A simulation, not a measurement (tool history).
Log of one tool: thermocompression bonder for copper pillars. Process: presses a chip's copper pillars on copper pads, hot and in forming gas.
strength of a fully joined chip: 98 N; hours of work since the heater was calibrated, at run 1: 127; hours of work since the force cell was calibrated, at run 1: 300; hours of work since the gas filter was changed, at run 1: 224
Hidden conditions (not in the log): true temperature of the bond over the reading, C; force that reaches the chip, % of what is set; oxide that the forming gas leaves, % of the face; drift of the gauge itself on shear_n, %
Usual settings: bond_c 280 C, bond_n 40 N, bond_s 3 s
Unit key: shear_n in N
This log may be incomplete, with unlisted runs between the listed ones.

run	day	bond_c	bond_n	bond_s	hours of work since the heater was calibrated	hours of work since the force cell was calibrated	hours of work since the gas filter was changed	shear_n
1	0	280	40	3	127	300	224	49.4
2	0.871	280	40	3	138	311	236	48.3
# day 1.042: forming gas filter changed
3	2.162	280	40	3	156	328	15	54.9
4	2.904	280	40	3	165	338	25	53.4
5	4.2	280	40	3	183	356	42	53.5
6	5.367	280	40	3	198	371	58	54.1
7	6.338	280	40	3	211	384	71	53.4
8	7	280	40	3	220	393	80	52.6
9	8.288	303	40	3	238	410	97	66.7
10	9.233	280	40	3	250	423	110	52.4
11	9.812	280	56	3	258	431	117	64
12	10.625	276	40	3	269	442	128	48.5
13	11.971	276	40	3	287	460	146	48.3
14	13.108	280	40	2	302	475	162	43.5
15	14.312	268	40	3	318	491	178	42.4
16	14.858	268	40	2	325	498	185	36.2
17	15.575	268	40	5	335	508	195	49.6
18	16.579	295	30	6	349	521	208	59.2
19	17.779	280	44	6	365	537	224	63.4
20	18.412	282	35	6	373	546	233	55.6
# day 18.867: forming gas filter changed
21	19.158	282	35	6	383	556	4	62.3
22	19.892	280	29	3	393	565	14	42.1
23	20.954	280	29	3	407	580	28	41.3
24	21.542	250	55	2	415	588	36	37.4
25	22.429	270	40	5	427	599	48	54.6
26	23.596	271	27	4	442	615	63	37.8
27	24.733	255	32	4	457	630	79	33.5
28	26.029	280	35	5	475	648	96	55
29	26.804	268	38	3	485	658	106	40.8
30	27.696	280	54	2	497	670	118	54.4
31	28.429	274	27	8	507	680	128	48.6
32	29.5	280	40	3	521	694	142	50.1
33	30.129	280	40	3	530	703	151	49.6

Alternative continuations, all from the tool just after run 33; predict every row:
A	30.975	251	50	2	541	714	162	?
B	30.975	259	35	3	541	714	162	?
C	30.975	280	52	3	541	714	162	?
D	30.975	258	40	3	541	714	162	?

run	shear_n
A	32.6
B	32.8
C	58.6
D	36.1
With no hidden state in the tool, these same runs would have given:
run	shear_n
A	36.1
B	36.2
C	64
D	39.8
